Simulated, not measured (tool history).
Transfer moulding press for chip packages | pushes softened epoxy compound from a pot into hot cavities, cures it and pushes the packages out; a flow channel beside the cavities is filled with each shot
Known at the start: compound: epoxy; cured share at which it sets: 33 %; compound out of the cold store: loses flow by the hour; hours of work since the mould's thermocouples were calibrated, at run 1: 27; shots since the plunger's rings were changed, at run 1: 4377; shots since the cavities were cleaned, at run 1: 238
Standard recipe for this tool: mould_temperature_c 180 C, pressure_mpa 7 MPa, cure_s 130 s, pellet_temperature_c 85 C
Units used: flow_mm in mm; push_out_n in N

run	hour	mould_temperature_c	pressure_mpa	cure_s	pellet_temperature_c	hours of work since the mould's thermocouples were calibrated	shots since the plunger's rings were changed	shots since the cavities were cleaned	incoming compound's hours out of the cold store	flow_mm	push_out_n
1	0	180	7	130	85	27	4377	238	24.5	608	443
2	20.3	180	7.01	130	85	39	4534	395	40.5	564	496
# hour 32.4: plunger's sealing rings changed
3	44.8	180	7.01	130	85	51	96	564	11.5	701	523
# hour 48.3: cavities cleaned with cleaning compound and waxed
4	76.3	180	7	130	75	68	327	216	28.4	645	428
5	107.5	180	7	130	85	85	567	456	15.3	684	496
# hour 125: cavities cleaned with cleaning compound and waxed
6	134.2	180	7	130	85	99	762	71	16.8	677	384
7	149.5	180	7	130	85	107	880	189	24.1	650	440
8	173.9	180	7	130	85	121	1068	377	47.3	580	452
9	195	177	7	130	85	133	1230	539	10.3	699	579
# hour 201: cavities cleaned with cleaning compound and waxed
10	211.1	188	7	130	85	141	1343	78	28.4	606	334
11	234.3	188	7	130	85	154	1521	256	21.3	629	375
12	261.2	188	7	130	85	169	1729	464	27.9	603	433
# hour 276.8: cavities cleaned with cleaning compound and waxed
13	291.7	188	7	130	85	185	1952	115	15.8	638	344
14	319.6	180	5.48	130	85	200	2167	330	35	536	444
# hour 352.9: cavities cleaned with cleaning compound and waxed
15	353.9	180	5.48	130	85	218	2419	7	41.5	513	348
16	374.1	180	5.75	130	85	229	2575	163	29.1	553	409
17	402.5	180	8.59	111	85	245	2794	382	22.9	703	580
18	418.8	180	8.59	111	85	254	2919	507	20.7	708	579
# hour 429.7: cavities cleaned with cleaning compound and waxed
19	436.8	180	6.23	111	82	263	3047	55	13.5	614	475
20	465	180	6.23	111	83	279	3264	272	25.2	586	564
21	479.7	186	6.23	138	93	287	3377	385	43.8	509	399
22	500.3	186	6.23	112	80	299	3536	544	32.8	546	466
# hour 506.4: cavities cleaned with cleaning compound and waxed
23	515.6	186	7.39	112	84	306	3643	72	19.1	632	362
24	534.4	186	8	146	84	317	3787	216	29.9	621	368
25	552	185	5.26	140	76	327	3922	351	38.7	485	389
# hour 582.6: cavities cleaned with cleaning compound and waxed
26	584.3	180	7	125	80	344	4160	13	37.3	571	361
27	610	186	5.56	125	80	358	4358	211	41.2	487	383
28	631.6	180	7	130	93	370	4525	378	36.2	568	457
# hour 643.7: plunger's sealing rings changed
# hour 661.2: cavities cleaned with cleaning compound and waxed
29	667.8	180	7	130	93	388	174	51	21	665	385

Each row is a separate what-if for the run after 29, all from the same tool condition, not one after another. Results?
A	698.4	180	7	130	87	405	410	287	22.2	?	?
B	698.4	178	5.9	119	85	405	410	287	44	?	?
C	698.4	180	5.67	130	93	405	410	287	21.7	?	?

run	flow_mm	push_out_n
A	660	461
B	550	529
C	591	452
Without the tool's unlogged condition, the same runs would have read:
run	flow_mm	push_out_n
A	671	360
B	560	420
C	601	354
